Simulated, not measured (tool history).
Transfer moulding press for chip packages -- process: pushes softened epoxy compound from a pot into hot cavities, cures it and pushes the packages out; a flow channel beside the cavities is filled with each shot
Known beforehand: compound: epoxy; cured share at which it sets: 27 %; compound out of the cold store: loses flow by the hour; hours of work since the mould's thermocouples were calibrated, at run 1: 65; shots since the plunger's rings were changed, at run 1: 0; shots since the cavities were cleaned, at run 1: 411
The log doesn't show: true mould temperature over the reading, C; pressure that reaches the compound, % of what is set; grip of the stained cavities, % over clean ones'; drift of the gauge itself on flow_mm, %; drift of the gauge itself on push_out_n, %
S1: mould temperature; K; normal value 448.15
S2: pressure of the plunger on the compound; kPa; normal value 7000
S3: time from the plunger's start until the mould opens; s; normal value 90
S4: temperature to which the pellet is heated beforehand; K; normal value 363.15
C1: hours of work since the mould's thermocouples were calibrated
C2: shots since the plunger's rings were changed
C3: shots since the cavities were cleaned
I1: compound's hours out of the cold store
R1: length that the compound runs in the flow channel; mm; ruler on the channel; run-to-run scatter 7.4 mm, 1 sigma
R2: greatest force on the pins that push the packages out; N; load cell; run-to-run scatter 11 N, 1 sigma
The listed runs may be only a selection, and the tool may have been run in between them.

run 1 hour=0.0 | S1=448.15 S2=7000 S3=90 S4=363.15 | C1=65 C2=0 C3=411 | I1=21.6 | R1=954 R2=785
run 2 hour=18.9 | S1=448.15 S2=7000 S3=90 S4=363.15 | C1=79 C2=258 C3=669 | I1=28.6 | R1=921 R2=811
run 3 hour=39.5 | S1=448.15 S2=6510 S3=90 S4=363.15 | C1=94 C2=541 C3=952 | I1=11.7 | R1=961 R2=877
-- hour=54.3 cavities cleaned with cleaning compound and waxed
run 4 hour=58.6 | S1=448.15 S2=8680 S3=90 S4=363.15 | C1=107 C2=782 C3=59 | I1=12.3 | R1=1096 R2=621
run 5 hour=76.1 | S1=448.15 S2=8680 S3=90 S4=363.15 | C1=119 C2=1020 C3=297 | I1=8.9 | R1=1131 R2=751
run 6 hour=85.5 | S1=448.15 S2=8680 S3=90 S4=363.15 | C1=126 C2=1149 C3=426 | I1=10.4 | R1=1107 R2=826
run 7 hour=99.0 | S1=448.15 S2=8680 S3=90 S4=363.15 | C1=136 C2=1334 C3=611 | I1=24.9 | R1=1053 R2=796
run 8 hour=118.1 | S1=448.15 S2=7000 S3=90 S4=363.15 | C1=150 C2=1595 C3=872 | I1=41.8 | R1=855 R2=812
-- hour=138.3 cavities cleaned with cleaning compound and waxed
run 9 hour=138.7 | S1=448.15 S2=7000 S3=90 S4=363.15 | C1=164 C2=1856 C3=5 | I1=32.8 | R1=896 R2=531
run 10 hour=159.9 | S1=448.15 S2=7000 S3=90 S4=362.15 | C1=179 C2=2146 C3=295 | I1=33.8 | R1=882 R2=687
run 11 hour=172.2 | S1=448.15 S2=7000 S3=90 S4=363.15 | C1=188 C2=2315 C3=464 | I1=24.8 | R1=925 R2=786
run 12 hour=192.9 | S1=448.15 S2=8310 S3=90 S4=363.15 | C1=203 C2=2598 C3=747 | I1=13.9 | R1=1069 R2=830
run 13 hour=210.5 | S1=448.15 S2=8310 S3=90 S4=363.15 | C1=216 C2=2838 C3=987 | I1=25.4 | R1=985 R2=869

Run 14, settings as shown, results not yet in. Your forecast:
-- hour=222.4 cavities cleaned with cleaning compound and waxed
run 14 hour=227.1 | S1=448.15 S2=8310 S3=90 S4=363.15 | C1=227 C2=3045 C3=65 | I1=26.7 | R1=? R2=?

{"run 14": {"R1": 994, "R2": 584}}
With the hidden condition absent and the run-to-run variation left alone, this run would have shown R1 1033 mm, R2 546 N.
